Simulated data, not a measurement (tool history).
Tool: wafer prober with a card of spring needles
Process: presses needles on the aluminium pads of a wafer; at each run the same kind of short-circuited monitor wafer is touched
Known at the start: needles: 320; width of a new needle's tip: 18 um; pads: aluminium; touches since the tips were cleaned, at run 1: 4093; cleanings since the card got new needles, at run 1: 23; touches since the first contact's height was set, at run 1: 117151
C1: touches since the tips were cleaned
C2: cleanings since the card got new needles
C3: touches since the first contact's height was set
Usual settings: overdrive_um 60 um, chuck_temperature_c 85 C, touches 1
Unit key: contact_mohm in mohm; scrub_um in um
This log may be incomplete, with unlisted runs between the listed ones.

{"run": 1, "hour": 0.0, "overdrive_um": 60, "chuck_temperature_c": 85, "touches": 1, "C1": 4093, "C2": 23, "C3": 117151, "contact_mohm": 205, "scrub_um": 15.93}
{"hour": 4.5, "done": "tips cleaned on abrasive film"}
{"run": 2, "hour": 15.6, "overdrive_um": 60, "chuck_temperature_c": 85, "touches": 1, "C1": 2246, "C2": 24, "C3": 120300, "contact_mohm": 200, "scrub_um": 15.88}
{"hour": 23.8, "done": "height of the first contact set anew"}
{"hour": 28.9, "done": "tips cleaned on abrasive film"}
{"run": 3, "hour": 30.1, "overdrive_um": 60, "chuck_temperature_c": 85, "touches": 1, "C1": 238, "C2": 25, "C3": 1251, "contact_mohm": 185, "scrub_um": 16.26}
{"run": 4, "hour": 42.0, "overdrive_um": 60, "chuck_temperature_c": 85, "touches": 1, "C1": 2649, "C2": 25, "C3": 3662, "contact_mohm": 199, "scrub_um": 16.27}
{"run": 5, "hour": 50.6, "overdrive_um": 60, "chuck_temperature_c": 85, "touches": 1, "C1": 4407, "C2": 25, "C3": 5420, "contact_mohm": 207, "scrub_um": 16.25}
{"hour": 52.8, "done": "tips cleaned on abrasive film"}
{"run": 6, "hour": 58.9, "overdrive_um": 64, "chuck_temperature_c": 85, "touches": 1, "C1": 1239, "C2": 26, "C3": 7085, "contact_mohm": 186, "scrub_um": 17.37}
{"run": 7, "hour": 70.4, "overdrive_um": 64, "chuck_temperature_c": 85, "touches": 1, "C1": 3560, "C2": 26, "C3": 9406, "contact_mohm": 199, "scrub_um": 17.41}
{"hour": 77.0, "done": "tips cleaned on abrasive film"}
{"run": 8, "hour": 80.6, "overdrive_um": 64, "chuck_temperature_c": 85, "touches": 1, "C1": 725, "C2": 27, "C3": 11462, "contact_mohm": 181, "scrub_um": 17.31}
{"run": 9, "hour": 87.9, "overdrive_um": 64, "chuck_temperature_c": 85, "touches": 1, "C1": 2214, "C2": 27, "C3": 12951, "contact_mohm": 194, "scrub_um": 17.34}
{"run": 10, "hour": 99.5, "overdrive_um": 64, "chuck_temperature_c": 85, "touches": 1, "C1": 4552, "C2": 27, "C3": 15289, "contact_mohm": 204, "scrub_um": 17.33}
{"hour": 101.5, "done": "tips cleaned on abrasive film"}
{"run": 11, "hour": 109.8, "overdrive_um": 64, "chuck_temperature_c": 85, "touches": 1, "C1": 1681, "C2": 28, "C3": 17370, "contact_mohm": 191, "scrub_um": 17.21}
{"hour": 125.4, "done": "tips cleaned on abrasive film"}
{"run": 12, "hour": 126.5, "overdrive_um": 44, "chuck_temperature_c": 42, "touches": 2, "C1": 213, "C2": 29, "C3": 20734, "contact_mohm": 183, "scrub_um": 11.84}
{"run": 13, "hour": 137.4, "overdrive_um": 45, "chuck_temperature_c": 29, "touches": 1, "C1": 2435, "C2": 29, "C3": 22956, "contact_mohm": 214, "scrub_um": 12.14}
{"hour": 149.5, "done": "tips cleaned on abrasive film"}
{"run": 14, "hour": 151.4, "overdrive_um": 45, "chuck_temperature_c": 29, "touches": 1, "C1": 401, "C2": 30, "C3": 25776, "contact_mohm": 184, "scrub_um": 12.12}
{"run": 15, "hour": 161.5, "overdrive_um": 45, "chuck_temperature_c": 29, "touches": 1, "C1": 2444, "C2": 30, "C3": 27819, "contact_mohm": 215, "scrub_um": 12.14}
{"hour": 174.3, "done": "tips cleaned on abrasive film"}
{"run": 16, "hour": 177.0, "overdrive_um": 41, "chuck_temperature_c": 109, "touches": 1, "C1": 543, "C2": 31, "C3": 30949, "contact_mohm": 210, "scrub_um": 11.02}
{"run": 17, "hour": 194.4, "overdrive_um": 60, "chuck_temperature_c": 85, "touches": 1, "C1": 4069, "C2": 31, "C3": 34475, "contact_mohm": 206, "scrub_um": 16.19}

Predict each of these 4 candidate next runs independently; none follows another, all start after run 17:
{"hour": 199.0, "done": "tips cleaned on abrasive film"}
{"run": "A", "hour": 211.6, "overdrive_um": 54, "chuck_temperature_c": 85, "touches": 3, "C1": 2555, "C2": 32, "C3": 37941, "contact_mohm": "?", "scrub_um": "?"}
{"hour": 199.0, "done": "tips cleaned on abrasive film"}
{"run": "B", "hour": 211.6, "overdrive_um": 56, "chuck_temperature_c": 85, "touches": 1, "C1": 2555, "C2": 32, "C3": 37941, "contact_mohm": "?", "scrub_um": "?"}
{"hour": 199.0, "done": "tips cleaned on abrasive film"}
{"run": "C", "hour": 211.6, "overdrive_um": 44, "chuck_temperature_c": 85, "touches": 1, "C1": 2555, "C2": 32, "C3": 37941, "contact_mohm": "?", "scrub_um": "?"}
{"hour": 199.0, "done": "tips cleaned on abrasive film"}
{"run": "D", "hour": 211.6, "overdrive_um": 60, "chuck_temperature_c": 85, "touches": 3, "C1": 2555, "C2": 32, "C3": 37941, "contact_mohm": "?", "scrub_um": "?"}

run=A contact_mohm=189 scrub_um=14.52
run=B contact_mohm=204 scrub_um=15.03
run=C contact_mohm=226 scrub_um=11.85
run=D contact_mohm=184 scrub_um=16.18
Stripped of hidden state, with their random variation kept, the same runs would have yielded:
run=A contact_mohm=178 scrub_um=14.65
run=B contact_mohm=176 scrub_um=15.16
run=C contact_mohm=183 scrub_um=11.98
run=D contact_mohm=174 scrub_um=16.31
